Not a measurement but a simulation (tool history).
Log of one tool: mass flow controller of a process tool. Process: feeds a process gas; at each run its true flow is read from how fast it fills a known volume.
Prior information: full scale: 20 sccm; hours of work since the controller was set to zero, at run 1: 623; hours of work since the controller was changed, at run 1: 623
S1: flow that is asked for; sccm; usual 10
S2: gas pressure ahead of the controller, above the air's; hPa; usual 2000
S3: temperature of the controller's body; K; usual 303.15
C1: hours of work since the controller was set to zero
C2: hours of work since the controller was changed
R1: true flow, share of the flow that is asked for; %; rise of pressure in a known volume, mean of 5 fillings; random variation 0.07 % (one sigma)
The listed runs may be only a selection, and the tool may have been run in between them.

| run | hour | S1 | S2 | S3 | C1 | C2 | R1 |
|---|---|---|---|---|---|---|---|
| 1 | 0.0 | 10 | 2000 | 303.15 | 623 | 623 | 98.41 |
| 2 | 49.7 | 10 | 2000 | 303.15 | 658 | 658 | 98.63 |
| 3 | 97.4 | 10 | 2000 | 303.15 | 692 | 692 | 98.64 |
| 4 | 188.5 | 10 | 2370 | 303.15 | 756 | 756 | 98.35 |
| 5 | 233.4 | 19 | 2000 | 303.15 | 788 | 788 | 99.93 |
| 6 | 308.3 | 19 | 2000 | 303.15 | 841 | 841 | 99.97 |
| 7 | 399.7 | 19 | 2000 | 303.15 | 906 | 906 | 99.99 |
| 8 | 496.7 | 19 | 2000 | 303.15 | 975 | 975 | 99.91 |
| 9 | 556.8 | 19 | 2000 | 303.15 | 1017 | 1017 | 99.96 |
| 10 | 651.7 | 19 | 2000 | 303.15 | 1084 | 1084 | 99.89 |
| 11 | 713.2 | 10 | 2120 | 303.15 | 1128 | 1128 | 98.71 |
| 12 | 806.0 | 10 | 2120 | 303.15 | 1194 | 1194 | 98.77 |
| 13 | 873.7 | 10 | 2120 | 303.15 | 1242 | 1242 | 98.85 |
| 14 | 924.6 | 10 | 1500 | 303.15 | 1278 | 1278 | 99.10 |
| 15 | 1007.7 | 10 | 1500 | 303.15 | 1337 | 1337 | 99.18 |
| 16 | 1101.6 | 10 | 2000 | 297.15 | 1403 | 1403 | 99.69 |
| 17 | 1164.3 | 10 | 2000 | 311.15 | 1447 | 1447 | 97.91 |
| 18 | 1256.1 | 10 | 2000 | 311.15 | 1513 | 1513 | 98.06 |
| 19 | 1357.2 | 10 | 1990 | 311.15 | 1584 | 1584 | 98.00 |
| 20 | 1446.5 | 10 | 1990 | 311.15 | 1647 | 1647 | 98.11 |
| 21 | 1488.5 | 10 | 2000 | 294.15 | 1677 | 1677 | 100.06 |
| 22 | 1548.1 | 10 | 2000 | 294.15 | 1719 | 1719 | 100.21 |
| 23 | 1595.0 | 10 | 2000 | 294.15 | 1753 | 1753 | 100.29 |
|  | 1602.9 | controller's zero set anew |
| 24 | 1640.0 | 10 | 2000 | 294.15 | 26 | 1784 | 100.57 |
| 25 | 1734.7 | 10 | 2000 | 306.15 | 93 | 1851 | 98.99 |
| 26 | 1833.9 | 13 | 2000 | 305.15 | 164 | 1922 | 99.50 |
| 27 | 1918.1 | 13 | 2000 | 305.15 | 223 | 1981 | 99.55 |
|  | 1997.7 | controller's zero set anew, once more |
| 28 | 2012.1 | 3 | 2250 | 309.15 | 10 | 2047 | 97.01 |
| 29 | 2101.9 | 3 | 2250 | 309.15 | 74 | 2111 | 97.08 |
| 30 | 2201.8 | 3 | 2250 | 309.15 | 145 | 2182 | 97.24 |
| 31 | 2252.7 | 3 | 2250 | 309.15 | 181 | 2218 | 97.19 |
| 32 | 2333.6 | 3 | 2250 | 309.15 | 238 | 2275 | 97.36 |
| 33 | 2401.5 | 14 | 1460 | 309.15 | 286 | 2323 | 99.18 |
| 34 | 2496.9 | 14 | 1460 | 309.15 | 354 | 2391 | 99.22 |
| 35 | 2595.2 | 3 | 2000 | 308.15 | 423 | 2461 | 97.53 |
| 36 | 2639.2 | 19 | 1510 | 303.15 | 454 | 2492 | 100.64 |
| 37 | 2709.2 | 19 | 1510 | 303.15 | 504 | 2541 | 100.76 |
| 38 | 2791.0 | 7 | 2000 | 312.15 | 562 | 2599 | 97.78 |
| 39 | 2891.5 | 10 | 2610 | 303.15 | 633 | 2670 | 98.85 |
| 40 | 2970.3 | 10 | 1450 | 300.15 | 689 | 2726 | 99.97 |
| 41 | 3038.1 | 8 | 1490 | 294.15 | 737 | 2774 | 100.21 |
| 42 | 3093.2 | 8 | 1490 | 294.15 | 776 | 2813 | 100.37 |
| 43 | 3162.3 | 8 | 1490 | 294.15 | 825 | 2862 | 100.39 |
| 44 | 3210.6 | 10 | 1510 | 302.15 | 859 | 2897 | 99.86 |
| 45 | 3277.4 | 4 | 2000 | 303.15 | 907 | 2944 | 98.79 |

Same runs, no hidden state in the tool, same run-to-run variation:
Unlogged tool condition in this case: flow at rest that the sensor doesn't see, % of full scale; true flow over the shown one, %; drift of the gauge itself on true_pct, %.
| run | R1 |
|---|---|
| 1 | 97.76 |
| 2 | 97.97 |
| 3 | 97.95 |
| 4 | 97.63 |
| 5 | 99.30 |
| 6 | 99.31 |
| 7 | 99.30 |
| 8 | 99.19 |
| 9 | 99.22 |
| 10 | 99.12 |
| 11 | 97.78 |
| 12 | 97.81 |
| 13 | 97.87 |
| 14 | 98.10 |
| 15 | 98.15 |
| 16 | 98.62 |
| 17 | 96.82 |
| 18 | 96.93 |
| 19 | 96.83 |
| 20 | 96.90 |
| 21 | 98.84 |
| 22 | 98.97 |
| 23 | 99.03 |
| 24 | 99.12 |
| 25 | 97.50 |
| 26 | 98.11 |
| 27 | 98.13 |
| 28 | 95.94 |
| 29 | 95.95 |
| 30 | 96.05 |
| 31 | 95.96 |
| 32 | 96.07 |
| 33 | 98.05 |
| 34 | 98.06 |
| 35 | 96.07 |
| 36 | 99.45 |
| 37 | 99.55 |
| 38 | 96.43 |
| 39 | 97.52 |
| 40 | 98.61 |
| 41 | 98.79 |
| 42 | 98.92 |
| 43 | 98.92 |
| 44 | 98.41 |
| 45 | 97.03 |

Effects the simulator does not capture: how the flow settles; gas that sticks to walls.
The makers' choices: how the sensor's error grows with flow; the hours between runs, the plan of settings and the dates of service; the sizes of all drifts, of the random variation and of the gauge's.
